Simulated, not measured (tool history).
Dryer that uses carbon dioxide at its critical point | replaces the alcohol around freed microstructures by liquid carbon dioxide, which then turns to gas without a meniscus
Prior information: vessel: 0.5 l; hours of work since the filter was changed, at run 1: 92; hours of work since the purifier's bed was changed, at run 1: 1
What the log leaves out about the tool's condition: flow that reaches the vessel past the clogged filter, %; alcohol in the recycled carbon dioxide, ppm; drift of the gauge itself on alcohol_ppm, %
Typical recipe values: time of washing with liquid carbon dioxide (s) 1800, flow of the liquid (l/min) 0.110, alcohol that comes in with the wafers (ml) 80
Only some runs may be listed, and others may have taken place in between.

| run | hour | time of washing with liquid carbon dioxide (s) | flow of the liquid (l/min) | alcohol that comes in with the wafers (ml) | hours of work since the filter was changed | hours of work since the purifier's bed was changed | alcohol left in the vessel before it's heated (ppm by volume) |
|---|---|---|---|---|---|---|---|
| 1 | 0.0 | 1800 | 0.110 | 80 | 92 | 1 | 669 |
| 2 | 7.7 | 2040 | 0.110 | 80 | 98 | 7 | 332 |
| 3 | 21.6 | 2040 | 0.110 | 80 | 109 | 18 | 348 |
| 4 | 33.1 | 2040 | 0.110 | 80 | 117 | 27 | 372 |
| 5 | 40.0 | 2040 | 0.110 | 80 | 123 | 32 | 358 |
| 6 | 49.6 | 2040 | 0.110 | 26 | 130 | 39 | 135 |
| 7 | 61.8 | 1800 | 0.121 | 80 | 139 | 49 | 482 |
| 8 | 71.3 | 2160 | 0.180 | 32 | 147 | 56 | 16 |
| 9 | 82.8 | 1500 | 0.135 | 38 | 156 | 65 | 382 |
| 10 | 88.6 | 1500 | 0.135 | 38 | 160 | 69 | 372 |
|  | 95.6 | inlet filter changed |
| 11 | 100.8 | 2760 | 0.110 | 31 | 4 | 78 | 25 |
| 12 | 110.4 | 1200 | 0.095 | 26 | 11 | 85 | 1931 |
| 13 | 123.6 | 2880 | 0.159 | 59 | 22 | 96 | 25 |

Below are 4 alternative next runs, each starting from the tool's condition after run 13. Predict each:
| A | 133.1 | 2640 | 0.118 | 33 | 29 | 103 | ? |
| B | 133.1 | 2880 | 0.098 | 59 | 29 | 103 | ? |
| C | 133.1 | 1800 | 0.110 | 39 | 29 | 103 | ? |
| D | 133.1 | 1800 | 0.105 | 80 | 29 | 103 | ? |

| run | alcohol left in the vessel before it's heated (ppm by volume) |
|---|---|
| A | 17 |
| B | 52 |
| C | 273 |
| D | 721 |
The same runs, with their run-to-run variation unchanged, on a tool lacking any hidden condition would have given:
| run | alcohol left in the vessel before it's heated (ppm by volume) |
|---|---|
| A | 5 |
| B | 36 |
| C | 236 |
| D | 641 |
